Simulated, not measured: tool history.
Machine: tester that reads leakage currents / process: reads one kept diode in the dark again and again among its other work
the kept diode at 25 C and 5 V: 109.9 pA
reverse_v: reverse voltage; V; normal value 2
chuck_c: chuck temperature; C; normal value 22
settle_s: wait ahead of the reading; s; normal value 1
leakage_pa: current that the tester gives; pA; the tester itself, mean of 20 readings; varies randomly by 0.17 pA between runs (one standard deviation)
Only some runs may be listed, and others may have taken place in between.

run   hour  reverse_v  chuck_c  settle_s  leakage_pa
  1      0          2       22         1       56.96
  2   35.2          2       22         1       57.08
  3     71          2       22         1          57
  4   94.6          2       22         1       57.18
     134.9  -- chuck's temperature calibrated
  5  138.1       2.45       22         1       60.47
  6  162.6       2.45       22         1       60.51
  7  192.2       2.45       22         1       60.74
  8  224.5       2.45       22         1       60.67
  9  258.9       2.45       22         1        60.6
 10  298.3       1.86       23      1.85       57.53
 11  343.1        1.7       25      0.76       65.72
 12  373.4        1.7       35      5.73      155.97
 13  408.1          2       29       0.4       102.7

For run 14, what comes out?
 14  440.9          2       24       0.4           ?

{"run 14": {"leakage_pa": 66.47}}
If the tool had no hidden condition, the same run with the same run-to-run variation would have returned leakage_pa 63.86 pA.

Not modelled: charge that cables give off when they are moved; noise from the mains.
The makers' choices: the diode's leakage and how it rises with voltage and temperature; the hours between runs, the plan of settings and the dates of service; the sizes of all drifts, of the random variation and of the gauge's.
